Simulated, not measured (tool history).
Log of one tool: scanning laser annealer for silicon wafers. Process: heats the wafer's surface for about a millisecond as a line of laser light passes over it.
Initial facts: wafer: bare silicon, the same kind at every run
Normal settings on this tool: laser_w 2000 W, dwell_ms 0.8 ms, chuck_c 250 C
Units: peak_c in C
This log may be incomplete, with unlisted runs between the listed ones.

| run | hour | laser_w | dwell_ms | chuck_c | peak_c |
|---|---|---|---|---|---|
| 1 | 0 | 2000 | 0.8 | 250 | 1001 |
| 2 | 66.9 | 1858 | 0.8 | 250 | 947 |
| 3 | 106.3 | 2000 | 0.8 | 250 | 997 |
|  | 150.2 | window over the wafer cleaned |
| 4 | 178.4 | 2000 | 0.8 | 250 | 976 |
| 5 | 245.6 | 1857 | 0.8 | 250 | 928 |
| 6 | 279.3 | 2000 | 0.8 | 266 | 989 |
| 7 | 318.5 | 2000 | 0.974 | 266 | 1053 |
| 8 | 376.1 | 2000 | 0.974 | 266 | 1050 |
| 9 | 406.4 | 2000 | 0.974 | 266 | 1046 |
| 10 | 463.9 | 2000 | 0.8 | 250 | 965 |
| 11 | 502.1 | 1955 | 0.8 | 250 | 943 |
|  | 560.2 | window over the wafer cleaned, once more |
| 12 | 561.1 | 2000 | 0.8 | 250 | 1025 |
| 13 | 632.9 | 2000 | 0.8 | 250 | 1024 |
| 14 | 675.3 | 2090 | 0.581 | 250 | 951 |
| 15 | 746.6 | 2072 | 0.611 | 239 | 943 |
| 16 | 795.4 | 2072 | 0.611 | 239 | 944 |
| 17 | 832.2 | 2023 | 0.58 | 287 | 957 |
|  | 859.8 | optics aligned, line set to its width |
| 18 | 883.5 | 2113 | 0.71 | 234 | 1014 |
| 19 | 950.8 | 1958 | 0.947 | 213 | 1031 |
| 20 | 992.6 | 1958 | 0.947 | 213 | 1026 |
| 21 | 1035.7 | 2142 | 0.582 | 289 | 1010 |
| 22 | 1102.7 | 2142 | 0.582 | 289 | 1004 |
| 23 | 1142.4 | 2142 | 0.582 | 289 | 1002 |
| 24 | 1175.2 | 2142 | 0.582 | 289 | 1001 |

What does the tool deliver on the next run?
| 25 | 1217 | 2142 | 0.582 | 289 | ? |

Run 25 yielded peak_c 1001 C.
Had the tool carried no hidden state, the very same run would have given peak_c 1030 C.
